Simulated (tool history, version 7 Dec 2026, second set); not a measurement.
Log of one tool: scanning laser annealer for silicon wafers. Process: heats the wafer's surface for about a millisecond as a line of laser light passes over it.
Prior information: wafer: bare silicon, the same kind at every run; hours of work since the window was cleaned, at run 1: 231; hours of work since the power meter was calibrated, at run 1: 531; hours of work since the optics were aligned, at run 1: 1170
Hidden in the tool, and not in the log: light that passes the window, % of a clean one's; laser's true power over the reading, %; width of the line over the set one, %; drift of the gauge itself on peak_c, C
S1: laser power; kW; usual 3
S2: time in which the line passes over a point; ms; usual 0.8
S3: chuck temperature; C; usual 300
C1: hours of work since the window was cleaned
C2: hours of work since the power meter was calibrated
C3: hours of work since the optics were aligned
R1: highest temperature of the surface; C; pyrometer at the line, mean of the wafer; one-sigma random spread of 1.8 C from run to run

{"run": 1, "day": 0.0, "S1": 3, "S2": 0.8, "S3": 300, "C1": 231, "C2": 531, "C3": 1170, "R1": 1033}
{"run": 2, "day": 1.1, "S1": 3, "S2": 0.8, "S3": 300, "C1": 248, "C2": 548, "C3": 1186, "R1": 1033}
{"run": 3, "day": 2.225, "S1": 3, "S2": 0.8, "S3": 300, "C1": 265, "C2": 565, "C3": 1203, "R1": 1034}
{"run": 4, "day": 2.933, "S1": 3, "S2": 0.8, "S3": 284, "C1": 276, "C2": 575, "C3": 1214, "R1": 1013}
{"run": 5, "day": 3.812, "S1": 3.116, "S2": 0.8, "S3": 300, "C1": 289, "C2": 589, "C3": 1227, "R1": 1063}
{"run": 6, "day": 4.504, "S1": 3.116, "S2": 0.8, "S3": 300, "C1": 299, "C2": 599, "C3": 1237, "R1": 1068}
{"run": 7, "day": 4.988, "S1": 3.116, "S2": 0.8, "S3": 300, "C1": 307, "C2": 606, "C3": 1245, "R1": 1064}
{"run": 8, "day": 5.654, "S1": 3.255, "S2": 0.8, "S3": 300, "C1": 317, "C2": 616, "C3": 1255, "R1": 1108}
{"run": 9, "day": 6.35, "S1": 3.255, "S2": 0.754, "S3": 268, "C1": 327, "C2": 627, "C3": 1265, "R1": 1056}
{"run": 10, "day": 7.346, "S1": 3.255, "S2": 0.754, "S3": 268, "C1": 342, "C2": 642, "C3": 1280, "R1": 1050}
{"run": 11, "day": 8.354, "S1": 3.255, "S2": 0.754, "S3": 268, "C1": 357, "C2": 657, "C3": 1295, "R1": 1046}
{"run": 12, "day": 9.167, "S1": 3, "S2": 0.936, "S3": 306, "C1": 370, "C2": 669, "C3": 1308, "R1": 1077}
{"run": 13, "day": 9.75, "S1": 3, "S2": 0.936, "S3": 306, "C1": 378, "C2": 678, "C3": 1316, "R1": 1078}
{"run": 14, "day": 10.692, "S1": 2.966, "S2": 0.941, "S3": 312, "C1": 392, "C2": 692, "C3": 1331, "R1": 1071}
{"run": 15, "day": 11.292, "S1": 3.059, "S2": 0.623, "S3": 300, "C1": 402, "C2": 701, "C3": 1340, "R1": 961}

What if the next run were any one of these 4? Each begins from the tool's condition after run 15:
{"run": "A", "day": 12.038, "S1": 3.059, "S2": 0.623, "S3": 340, "C1": 413, "C2": 712, "C3": 1351, "R1": "?"}
{"run": "B", "day": 12.038, "S1": 2.94, "S2": 0.87, "S3": 318, "C1": 413, "C2": 712, "C3": 1351, "R1": "?"}
{"run": "C", "day": 12.038, "S1": 3.069, "S2": 0.8, "S3": 300, "C1": 413, "C2": 712, "C3": 1351, "R1": "?"}
{"run": "D", "day": 12.038, "S1": 3.148, "S2": 0.8, "S3": 300, "C1": 413, "C2": 712, "C3": 1351, "R1": "?"}

run=A R1=1001
run=B R1=1041
run=C R1=1039
run=D R1=1062
Stripped of hidden state, with their random variation kept, the same runs would have yielded:
run=A R1=1049
run=B R1=1094
run=C R1=1093
run=D R1=1118
